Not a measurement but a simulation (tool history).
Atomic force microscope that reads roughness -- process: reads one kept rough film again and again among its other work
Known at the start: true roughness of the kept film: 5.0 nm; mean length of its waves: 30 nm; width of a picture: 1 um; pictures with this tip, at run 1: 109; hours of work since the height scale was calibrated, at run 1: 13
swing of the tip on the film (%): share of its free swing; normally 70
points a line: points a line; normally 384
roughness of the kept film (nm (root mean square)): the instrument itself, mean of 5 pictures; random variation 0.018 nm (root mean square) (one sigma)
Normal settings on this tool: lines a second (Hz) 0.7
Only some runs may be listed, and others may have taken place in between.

run,hour,lines a second (Hz),swing of the tip on the film (%),points a line,pictures with this tip,hours of work since the height scale was calibrated,roughness of the kept film (nm (root mean square))
1,0,0.7,70,384,109,13,3.958
2,14.2,0.7,64,384,131,20,3.879
3,29.4,2.042,70,384,156,27,3.719
# hour 36.3: new tip fitted
4,54.5,2.042,70,384,29,38,4.152
5,77.7,2.042,70,384,65,49,3.989
6,97.3,0.7,70,384,97,58,3.964
7,111.2,0.7,70,384,119,65,3.862
8,126.5,0.877,70,384,143,72,3.772
# hour 141.4: new tip fitted
9,143.3,0.877,70,384,3,79,4.377
10,162,2.536,70,384,32,88,4.116
11,172,0.7,61,384,48,93,4.235
12,189.4,0.7,70,384,76,101,4.096
13,206.5,0.7,70,384,103,109,3.988
14,219.1,0.7,70,384,123,115,3.909
15,229.3,0.7,66,384,139,119,3.866
16,241.5,0.7,66,384,159,125,3.807
# hour 247.3: new tip fitted
17,258.2,0.7,66,384,17,132,4.318
18,281.6,0.7,66,384,55,143,4.149
19,300,0.7,66,384,84,152,4.017
20,316.5,0.7,65,384,110,160,3.942
21,339.1,0.7,65,384,146,170,3.821
# hour 352.8: new tip fitted
22,361.7,0.629,78,384,14,180,4.261
23,376.1,0.629,78,384,37,187,4.191
# hour 378.5: height scale calibrated on a step standard
24,401.2,0.629,78,384,75,11,4.051
# hour 420.5: height scale calibrated on a step standard, once more
25,421.4,1.25,56,848,106,0,3.985
26,434.6,1.25,56,848,127,7,3.893
27,445,1.25,56,848,143,11,3.869
# hour 460.6: new tip fitted
28,462.5,0.87,69,384,3,19,4.339
29,481,0.87,69,384,32,28,4.261
30,498.7,3.32,70,661,61,36,3.956
31,513.4,3.32,70,661,84,43,3.889
32,535.1,3.409,58,661,118,53,3.878
33,547.6,3.981,85,335,138,59,3.344
34,564.5,0.68,59,310,165,67,3.772
# hour 566.2: new tip fitted
35,586.8,1.054,58,326,33,77,4.249
36,598,1.054,58,326,51,82,4.142
37,612.8,1.054,58,326,74,89,4.04
38,637.4,1.054,58,326,113,100,3.95
39,654.2,1.054,58,326,140,108,3.832
40,667.2,1.054,58,326,160,114,3.746
# hour 671.5: new tip fitted
41,689,1.054,58,326,28,124,4.242

For some of the steps in roughness of the kept film (nm (root mean square)) from one run to the next: how much would appear even if the tool had no hidden state, given the settings, what came in and random variation, and how much remains for the hidden state plus any gauge scatter that the measured result and the result without hidden state don't share?
Hidden state present: radius of the tip, nm; height scale over the true one, %; drift of the gauge itself on roughness_nm, %.
Run 8 -> 9: new tip fitted. roughness of the kept film (nm (root mean square)) +0.605: hidden state +0.573, all else +0.032.
Run 16 -> 17: new tip fitted. roughness of the kept film (nm (root mean square)) +0.511: hidden state +0.534, all else -0.023.
Run 21 -> 22: lines a second (Hz) 0.7 -> 0.629, swing of the tip on the film (%) 65 -> 78, new tip fitted. roughness of the kept film (nm (root mean square)) +0.44: hidden state +0.533, all else -0.093.
Run 32 -> 33: lines a second (Hz) 3.409 -> 3.981, swing of the tip on the film (%) 58 -> 85, points a line 661 -> 335. roughness of the kept film (nm (root mean square)) -0.534: hidden state +0.003, all else -0.537.
